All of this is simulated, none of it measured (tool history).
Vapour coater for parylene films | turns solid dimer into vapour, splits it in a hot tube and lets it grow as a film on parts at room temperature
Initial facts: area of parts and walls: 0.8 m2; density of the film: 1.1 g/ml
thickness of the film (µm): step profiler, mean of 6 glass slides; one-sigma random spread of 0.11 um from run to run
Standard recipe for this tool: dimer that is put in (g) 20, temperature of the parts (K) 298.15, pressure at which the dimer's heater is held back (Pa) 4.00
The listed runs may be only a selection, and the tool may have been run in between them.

| run | hour | dimer that is put in (g) | temperature of the parts (K) | pressure at which the dimer's heater is held back (Pa) | thickness of the film (µm) |
|---|---|---|---|---|---|
| 1 | 0.0 | 20 | 298.15 | 4.00 | 13.93 |
| 2 | 43.3 | 20 | 298.15 | 4.00 | 13.97 |
|  | 50.5 | trap's valve overhauled |
| 3 | 83.7 | 20 | 298.15 | 4.00 | 14.00 |
| 4 | 122.8 | 20 | 303.15 | 4.00 | 11.22 |
| 5 | 174.5 | 20 | 303.15 | 4.00 | 11.38 |
| 6 | 212.1 | 20 | 303.15 | 4.00 | 11.19 |
| 7 | 255.9 | 20 | 298.15 | 4.00 | 13.98 |
| 8 | 299.7 | 20 | 298.15 | 4.00 | 13.92 |
| 9 | 348.0 | 20 | 298.15 | 4.00 | 13.95 |
| 10 | 379.5 | 8 | 295.15 | 4.00 | 6.29 |
| 11 | 406.0 | 8 | 295.15 | 4.00 | 6.26 |
| 12 | 433.6 | 27 | 309.15 | 4.00 | 11.87 |
| 13 | 471.8 | 27 | 309.15 | 4.00 | 11.86 |
| 14 | 503.3 | 27 | 309.15 | 3.14 | 12.34 |
| 15 | 553.7 | 12 | 298.15 | 4.00 | 8.31 |
|  | 604.2 | trap's valve overhauled |
| 16 | 612.0 | 13 | 295.15 | 6.50 | 9.49 |
| 17 | 641.4 | 11 | 308.15 | 4.00 | 5.02 |

Below are 3 alternative next runs, each starting from the tool's condition after run 17. Predict each:
| A | 672.1 | 26 | 308.15 | 4.00 | ? |
| B | 672.1 | 13 | 305.15 | 4.00 | ? |
| C | 672.1 | 11 | 309.15 | 4.00 | ? |

| run | thickness of the film (µm) |
|---|---|
| A | 11.95 |
| B | 6.62 |
| C | 4.94 |
With the hidden condition removed and each run's random variation left untouched, the same runs would have given:
| run | thickness of the film (µm) |
|---|---|
| A | 11.99 |
| B | 6.65 |
| C | 4.96 |
